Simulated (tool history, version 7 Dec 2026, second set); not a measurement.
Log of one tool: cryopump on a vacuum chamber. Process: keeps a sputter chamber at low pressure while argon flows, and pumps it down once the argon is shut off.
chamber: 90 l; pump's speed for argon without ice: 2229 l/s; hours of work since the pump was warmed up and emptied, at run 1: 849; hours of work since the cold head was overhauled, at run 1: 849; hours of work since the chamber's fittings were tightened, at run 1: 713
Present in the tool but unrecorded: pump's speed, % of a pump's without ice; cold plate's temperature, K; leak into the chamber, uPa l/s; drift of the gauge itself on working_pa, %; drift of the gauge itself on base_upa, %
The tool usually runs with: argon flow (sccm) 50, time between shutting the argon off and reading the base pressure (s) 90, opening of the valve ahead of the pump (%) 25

run   hour  argon flow (sccm)  time between shutting the argon off and reading the base pressure (s)  opening of the valve ahead of the pump (%)  hours of work since the pump was warmed up and emptied  hours of work since the cold head was overhauled  hours of work since the chamber's fittings were tightened  pressure while argon flows (Pa)  pressure after the wait (uPa)
  1      0                 50                                                                     90                                          25                                                     849                                               849                                                        713                           0.1595                           0.71
  2   22.5                 50                                                                    137                                          25                                                     866                                               866                                                        730                           0.1606                           0.57
  3   56.7                 50                                                                    137                                          25                                                     891                                               891                                                        755                           0.1606                           0.56
  4   75.9                 50                                                                    137                                          25                                                     905                                               905                                                        769                           0.1611                           0.58
  5  118.5                 50                                                                    137                                          25                                                     937                                               937                                                        801                           0.1625                           0.63
  6  136.4                 50                                                                     33                                          25                                                     950                                               950                                                        814                           0.1639                           1.52
  7  163.2                 50                                                                     90                                          23                                                     970                                               970                                                        834                           0.1767                           0.75
  8  194.2                 50                                                                     90                                          25                                                     992                                               992                                                        857                           0.1614                           0.76
  9  227.6                 55                                                                     24                                          24                                                    1017                                              1017                                                        881                           0.1874                           1.88
 10  249.3                 75                                                                    155                                          21                                                    1033                                              1033                                                        897                            0.286                           0.55
 11  286.4                 50                                                                    226                                          23                                                    1060                                              1060                                                        925                           0.1756                           0.52
 12  315.6                 43                                                                     69                                          20                                                    1082                                              1082                                                        946                           0.1741                            0.9
 13  347.6                 43                                                                     69                                          20                                                    1106                                              1106                                                        970                           0.1727                           0.88
 14  365.4                 43                                                                     90                                          25                                                    1119                                              1119                                                        983                            0.142                            0.8
     391.6  -- pump warmed up, emptied and cooled again
 15    396                 47                                                                    299                                          39                                                       3                                              1138                                                       1002                           0.0925                            0.4
 16  418.8                 97                                                                     30                                          29                                                      20                                              1154                                                       1019                           0.2549                           1.56

Each row is a separate what-if for the run after 16, all from the same tool condition, not one after another. Results?
  A  440.6                 96                                                                     90                                          25                                                      36                                              1171                                                       1035                                ?                              ?
  B  440.6                 50                                                                    130                                          25                                                      36                                              1171                                                       1035                                ?                              ?
  C  440.6                 97                                                                     26                                          56                                                      36                                              1171                                                       1035                                ?                              ?
  D  440.6                 76                                                                     30                                          29                                                      36                                              1171                                                       1035                                ?                              ?

run  pressure while argon flows (Pa)  pressure after the wait (uPa)
  A                           0.2949                            0.7
  B                           0.1531                           0.56
  C                           0.1338                           1.78
  D                            0.199                           1.58
With the hidden condition removed and each run's random variation left untouched, the same runs would have given:
run  pressure while argon flows (Pa)  pressure after the wait (uPa)
  A                           0.2932                           0.55
  B                           0.1522                            0.4
  C                           0.1321                           1.63
  D                           0.1976                           1.43
